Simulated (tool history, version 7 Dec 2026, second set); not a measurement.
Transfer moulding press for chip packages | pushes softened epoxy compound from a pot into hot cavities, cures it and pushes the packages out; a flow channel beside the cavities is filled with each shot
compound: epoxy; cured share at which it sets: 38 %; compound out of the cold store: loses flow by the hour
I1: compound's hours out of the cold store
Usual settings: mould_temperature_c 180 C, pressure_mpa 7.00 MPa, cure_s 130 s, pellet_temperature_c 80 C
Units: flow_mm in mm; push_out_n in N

run 1 hour=0.0 | mould_temperature_c=180 pressure_mpa=7.00 cure_s=130 pellet_temperature_c=80 | I1=26.2 | flow_mm=723 push_out_n=374
run 2 hour=61.1 | mould_temperature_c=180 pressure_mpa=7.00 cure_s=130 pellet_temperature_c=80 | I1=41.9 | flow_mm=677 push_out_n=569
-- hour=99.6 cavities cleaned with cleaning compound and waxed
-- hour=129.9 mould's thermocouples calibrated
run 3 hour=138.8 | mould_temperature_c=180 pressure_mpa=7.00 cure_s=130 pellet_temperature_c=80 | I1=35.8 | flow_mm=685 push_out_n=728
run 4 hour=182.6 | mould_temperature_c=180 pressure_mpa=7.00 cure_s=130 pellet_temperature_c=80 | I1=45.1 | flow_mm=668 push_out_n=740
-- hour=214.1 cavities cleaned with cleaning compound and waxed
run 5 hour=216.9 | mould_temperature_c=180 pressure_mpa=7.00 cure_s=130 pellet_temperature_c=87 | I1=39.9 | flow_mm=664 push_out_n=311
run 6 hour=247.4 | mould_temperature_c=180 pressure_mpa=7.00 cure_s=130 pellet_temperature_c=87 | I1=21.3 | flow_mm=708 push_out_n=459
run 7 hour=278.2 | mould_temperature_c=180 pressure_mpa=7.00 cure_s=130 pellet_temperature_c=87 | I1=11.6 | flow_mm=723 push_out_n=557
run 8 hour=310.6 | mould_temperature_c=180 pressure_mpa=7.00 cure_s=130 pellet_temperature_c=87 | I1=29.3 | flow_mm=686 push_out_n=589
-- hour=327.9 cavities cleaned with cleaning compound and waxed
run 9 hour=344.7 | mould_temperature_c=180 pressure_mpa=7.00 cure_s=130 pellet_temperature_c=87 | I1=19.1 | flow_mm=701 push_out_n=371
-- hour=374.4 plunger's sealing rings changed
run 10 hour=386.9 | mould_temperature_c=180 pressure_mpa=7.00 cure_s=116 pellet_temperature_c=80 | I1=12.5 | flow_mm=761 push_out_n=618
run 11 hour=434.6 | mould_temperature_c=180 pressure_mpa=7.00 cure_s=116 pellet_temperature_c=80 | I1=44.6 | flow_mm=682 push_out_n=737
-- hour=440.4 cavities cleaned with cleaning compound and waxed
run 12 hour=500.2 | mould_temperature_c=180 pressure_mpa=7.00 cure_s=117 pellet_temperature_c=80 | I1=16.3 | flow_mm=734 push_out_n=620
-- hour=507.5 cavities cleaned with cleaning compound and waxed, once more
run 13 hour=558.8 | mould_temperature_c=180 pressure_mpa=6.49 cure_s=130 pellet_temperature_c=80 | I1=27.4 | flow_mm=684 push_out_n=542
run 14 hour=612.9 | mould_temperature_c=180 pressure_mpa=7.00 cure_s=130 pellet_temperature_c=80 | I1=21.3 | flow_mm=716 push_out_n=637
-- hour=620.2 cavities cleaned with cleaning compound and waxed
run 15 hour=647.6 | mould_temperature_c=180 pressure_mpa=7.00 cure_s=117 pellet_temperature_c=80 | I1=16.6 | flow_mm=726 push_out_n=535
run 16 hour=680.9 | mould_temperature_c=180 pressure_mpa=7.65 cure_s=117 pellet_temperature_c=84 | I1=46.0 | flow_mm=689 push_out_n=609
-- hour=731.2 cavities cleaned with cleaning compound and waxed
run 17 hour=732.4 | mould_temperature_c=180 pressure_mpa=7.65 cure_s=117 pellet_temperature_c=84 | I1=8.3 | flow_mm=770 push_out_n=363
run 18 hour=772.9 | mould_temperature_c=184 pressure_mpa=6.15 cure_s=117 pellet_temperature_c=84 | I1=31.1 | flow_mm=624 push_out_n=470
run 19 hour=823.3 | mould_temperature_c=181 pressure_mpa=7.21 cure_s=161 pellet_temperature_c=73 | I1=9.9 | flow_mm=728 push_out_n=530
-- hour=844.3 plunger's sealing rings changed
-- hour=845.8 cavities cleaned with cleaning compound and waxed
run 20 hour=878.9 | mould_temperature_c=186 pressure_mpa=7.76 cure_s=131 pellet_temperature_c=82 | I1=27.7 | flow_mm=747 push_out_n=377
run 21 hour=942.9 | mould_temperature_c=186 pressure_mpa=7.76 cure_s=131 pellet_temperature_c=82 | I1=24.2 | flow_mm=738 push_out_n=520
-- hour=955.8 mould's thermocouples calibrated
-- hour=964.0 cavities cleaned with cleaning compound and waxed
run 22 hour=982.7 | mould_temperature_c=187 pressure_mpa=7.56 cure_s=140 pellet_temperature_c=87 | I1=34.5 | flow_mm=705 push_out_n=341
run 23 hour=1022.1 | mould_temperature_c=174 pressure_mpa=7.00 cure_s=130 pellet_temperature_c=86 | I1=42.4 | flow_mm=695 push_out_n=638
-- hour=1074.8 cavities cleaned with cleaning compound and waxed
run 24 hour=1082.2 | mould_temperature_c=185 pressure_mpa=5.64 cure_s=147 pellet_temperature_c=71 | I1=33.2 | flow_mm=609 push_out_n=292
run 25 hour=1113.9 | mould_temperature_c=181 pressure_mpa=5.69 cure_s=149 pellet_temperature_c=76 | I1=43.2 | flow_mm=599 push_out_n=429
run 26 hour=1159.8 | mould_temperature_c=180 pressure_mpa=7.00 cure_s=116 pellet_temperature_c=80 | I1=21.8 | flow_mm=713 push_out_n=685
-- hour=1186.8 cavities cleaned with cleaning compound and waxed
run 27 hour=1209.7 | mould_temperature_c=180 pressure_mpa=7.00 cure_s=116 pellet_temperature_c=80 | I1=24.4 | flow_mm=697 push_out_n=493
run 28 hour=1267.2 | mould_temperature_c=183 pressure_mpa=7.00 cure_s=130 pellet_temperature_c=73 | I1=37.3 | flow_mm=661 push_out_n=553

The same runs without the tool's hidden state, with the same run-to-run variation:
The hidden state here: true mould temperature over the reading, C; pressure that reaches the compound, % of what is set; grip of the stained cavities, % over clean ones'; drift of the gauge itself on flow_mm, %; drift of the gauge itself on push_out_n, %.
run=1 flow_mm=730 push_out_n=302
run=2 flow_mm=688 push_out_n=294
run=3 flow_mm=706 push_out_n=289
run=4 flow_mm=692 push_out_n=304
run=5 flow_mm=691 push_out_n=290
run=6 flow_mm=740 push_out_n=302
run=7 flow_mm=758 push_out_n=305
run=8 flow_mm=722 push_out_n=294
run=9 flow_mm=741 push_out_n=284
run=10 flow_mm=761 push_out_n=348
run=11 flow_mm=686 push_out_n=357
run=12 flow_mm=743 push_out_n=348
run=13 flow_mm=698 push_out_n=309
run=14 flow_mm=736 push_out_n=301
run=15 flow_mm=749 push_out_n=360
run=16 flow_mm=713 push_out_n=338
run=17 flow_mm=804 push_out_n=333
run=18 flow_mm=655 push_out_n=290
run=19 flow_mm=768 push_out_n=262
run=20 flow_mm=749 push_out_n=253
run=21 flow_mm=745 push_out_n=258
run=22 flow_mm=718 push_out_n=260
run=23 flow_mm=711 push_out_n=364
run=24 flow_mm=627 push_out_n=252
run=25 flow_mm=619 push_out_n=270
run=26 flow_mm=741 push_out_n=347
run=27 flow_mm=730 push_out_n=361
run=28 flow_mm=697 push_out_n=291

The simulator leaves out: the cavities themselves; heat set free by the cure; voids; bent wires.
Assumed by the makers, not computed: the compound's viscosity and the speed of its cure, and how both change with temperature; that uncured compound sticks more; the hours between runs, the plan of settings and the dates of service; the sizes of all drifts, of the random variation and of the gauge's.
